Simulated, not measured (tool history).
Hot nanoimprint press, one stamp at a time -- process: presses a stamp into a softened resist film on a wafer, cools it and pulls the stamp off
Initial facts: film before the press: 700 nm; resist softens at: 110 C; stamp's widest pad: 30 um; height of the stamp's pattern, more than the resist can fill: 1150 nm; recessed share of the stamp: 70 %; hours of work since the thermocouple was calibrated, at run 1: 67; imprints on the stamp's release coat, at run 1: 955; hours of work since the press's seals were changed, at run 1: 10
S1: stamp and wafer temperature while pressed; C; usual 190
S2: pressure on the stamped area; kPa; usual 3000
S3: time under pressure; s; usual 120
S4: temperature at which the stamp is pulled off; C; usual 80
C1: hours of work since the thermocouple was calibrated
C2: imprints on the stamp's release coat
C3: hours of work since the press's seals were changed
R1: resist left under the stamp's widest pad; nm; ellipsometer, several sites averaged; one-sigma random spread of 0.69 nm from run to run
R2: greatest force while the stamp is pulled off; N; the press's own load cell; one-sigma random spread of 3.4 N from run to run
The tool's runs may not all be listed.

run	hour	S1	S2	S3	S4	C1	C2	C3	R1	R2
1	0	190	3000	120	80	67	955	10	294.1	190
2	30	190	3000	120	80	84	1041	28	294.5	192
3	47.5	190	3000	120	80	95	1091	39	293	191
4	76.2	190	3000	120	80	112	1172	55	293.6	185
5	116.3	190	3000	120	80	135	1287	79	293.2	204
6	133.3	190	3000	120	80	146	1335	89	292.6	198
7	157.8	190	3000	120	80	160	1405	104	293	201
8	187.1	183	3000	120	80	177	1488	121	374.1	202
9	227.9	183	3000	120	80	202	1604	145	374.9	201
10	258.4	190	3000	71	80	220	1691	163	357.2	211
11	298.3	190	3000	120	80	243	1805	187	291.2	208
# hour 318.8: stamp cleaned and given a new release coat
12	342	190	3000	220	80	266	66	209	223.9	161
13	373.4	190	3000	220	80	284	156	228	224.2	161
14	409.1	190	3000	220	80	305	257	249	223.8	163
# hour 420.5: plate thermocouple calibrated
15	449.7	190	3000	220	80	17	364	271	231.2	166
16	479.7	181	3120	81	66	35	450	289	457.7	212
17	511.2	181	3120	81	66	54	540	308	454.4	224
18	537.1	184	3000	116	86	69	613	323	372.9	159

Run 19 comes next. What will it give?
19	570	198	3000	89	86	88	707	342	?	?

R1: 252.1 nm
R2: 156 N
Without the tool's hidden state the same run would have given R1 251.7 nm, R2 138 N.

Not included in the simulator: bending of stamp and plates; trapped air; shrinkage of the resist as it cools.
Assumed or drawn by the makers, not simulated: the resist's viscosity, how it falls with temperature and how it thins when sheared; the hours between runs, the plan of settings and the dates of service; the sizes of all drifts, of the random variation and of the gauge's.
